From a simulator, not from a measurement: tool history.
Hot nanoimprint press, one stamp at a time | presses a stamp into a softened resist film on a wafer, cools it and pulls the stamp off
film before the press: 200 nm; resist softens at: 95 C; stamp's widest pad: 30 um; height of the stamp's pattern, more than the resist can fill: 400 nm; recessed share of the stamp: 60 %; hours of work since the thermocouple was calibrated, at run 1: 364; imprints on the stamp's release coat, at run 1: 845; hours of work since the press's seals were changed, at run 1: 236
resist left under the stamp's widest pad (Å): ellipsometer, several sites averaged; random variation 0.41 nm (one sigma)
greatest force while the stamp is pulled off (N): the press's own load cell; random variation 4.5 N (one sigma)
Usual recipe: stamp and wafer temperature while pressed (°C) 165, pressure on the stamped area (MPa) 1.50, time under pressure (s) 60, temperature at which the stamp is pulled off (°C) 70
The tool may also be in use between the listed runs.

run   hour  stamp and wafer temperature while pressed (°C)  pressure on the stamped area (MPa)  time under pressure (s)  temperature at which the stamp is pulled off (°C)  hours of work since the thermocouple was calibrated  imprints on the stamp's release coat  hours of work since the press's seals were changed  resist left under the stamp's widest pad (Å)  greatest force while the stamp is pulled off (N)
  1    0.0                                             165                                1.50                       60                                                 70                                                  364                                   845                                                 236                                          1097                                               301
  2    8.8                                             165                                1.50                       60                                                 70                                                  369                                   873                                                 242                                          1100                                               302
  3   19.1                                             165                                1.50                       60                                                 70                                                  375                                   906                                                 248                                          1092                                               304
  4   30.5                                             165                                1.50                       60                                                 70                                                  381                                   942                                                 254                                          1100                                               310
  5   41.3                                             165                                1.50                       60                                                 70                                                  388                                   977                                                 261                                          1100                                               312
  6   52.2                                             165                                1.50                       60                                                 70                                                  394                                  1011                                                 267                                          1099                                               307
  7   57.5                                             165                                1.50                       60                                                 70                                                  397                                  1028                                                 270                                          1101                                               320
  8   64.7                                             165                                1.50                       60                                                 67                                                  401                                  1051                                                 274                                          1096                                               335
  9   72.8                                             165                                1.50                       60                                                 70                                                  406                                  1077                                                 279                                          1096                                               325
 10   79.0                                             165                                1.50                       60                                                 70                                                  410                                  1097                                                 283                                          1100                                               322
 11   84.3                                             157                                1.50                       60                                                 70                                                  413                                  1114                                                 286                                          1485                                               322
 12   94.1                                             157                                1.50                       60                                                 70                                                  419                                  1145                                                 291                                          1489                                               333
 13  102.4                                             165                                1.94                       60                                                 70                                                  423                                  1171                                                 296                                           988                                               334
 14  112.2                                             165                                1.94                       60                                                 70                                                  429                                  1202                                                 302                                           984                                               339
 15  119.3                                             165                                1.50                       60                                                 70                                                  433                                  1225                                                 306                                          1102                                               337
 16  125.1                                             165                                1.50                       65                                                 57                                                  437                                  1243                                                 310                                          1077                                               414
 17  132.7                                             163                                1.87                       39                                                 75                                                  441                                  1268                                                 314                                          1255                                               312
 18  139.2                                             172                                1.50                       35                                                 70                                                  445                                  1289                                                 318                                          1000                                               349
 19  148.5                                             162                                1.50                      112                                                 63                                                  450                                  1318                                                 323                                          1030                                               385
 20  157.3                                             162                                1.81                      118                                                 75                                                  455                                  1346                                                 328                                           936                                               320
 21  167.7                                             157                                1.68                      104                                                 77                                                  462                                  1379                                                 334                                          1247                                               319
     178.8  -- plate thermocouple calibrated
 22  181.5                                             156                                1.50                       47                                                 70                                                    2                                  1414                                                 341                                          1543                                               360
 23  186.2                                             156                                1.50                       47                                                 70                                                    4                                  1429                                                 343                                          1557                                               347
 24  193.5                                             156                                1.50                       47                                                 70                                                    9                                  1452                                                 348                                          1546                                               355
 25  199.3                                             156                                1.50                       47                                                 70                                                   12                                  1471                                                 351                                          1547                                               346
 26  206.1                                             156                                0.92                       47                                                 73                                                   16                                  1492                                                 355                                          1701                                               346
 27  214.7                                             154                                1.81                       60                                                 72                                                   21                                  1520                                                 360                                          1483                                               353
 28  225.9                                             165                                0.96                       60                                                 70                                                   27                                  1555                                                 367                                          1253                                               353
 29  231.5                                             163                                0.96                       83                                                 64                                                   31                                  1573                                                 370                                          1221                                               401

For each run, the measured value with the value that run would have given without the tool's hidden condition subtracted. The run-to-run variation is shared by both, the gauge scatter possibly not:
Hidden state present: true temperature over the reading, C; pressure that arrives at the usual setting, %; grip of the stamp's worn release coat, % over a new coat's; drift of the gauge itself on residual_nm, %; drift of the gauge itself on pull_off_n, %.
run  resist left under the stamp's widest pad (Å)  greatest force while the stamp is pulled off (N)
  1                                           +60                                               +79
  2                                           +61                                               +81
  3                                           +61                                               +83
  4                                           +62                                               +88
  5                                           +63                                               +92
  6                                           +64                                               +92
  7                                           +65                                               +97
  8                                           +65                                              +104
  9                                           +66                                              +103
 10                                           +67                                              +103
 11                                           +70                                              +104
 12                                           +72                                              +109
 13                                           +68                                              +112
 14                                           +68                                              +115
 15                                           +70                                              +116
 16                                           +70                                              +144
 17                                           +77                                              +112
 18                                           +62                                              +125
 19                                           +75                                              +139
 20                                           +74                                              +119
 21                                           +87                                              +121
 22                                            +4                                              +132
 23                                            +5                                              +128
 24                                            +5                                              +132
 25                                            +5                                              +130
 26                                            +2                                              +132
 27                                            +9                                              +136
 28                                            +6                                              +139
 29                                            +6                                              +158
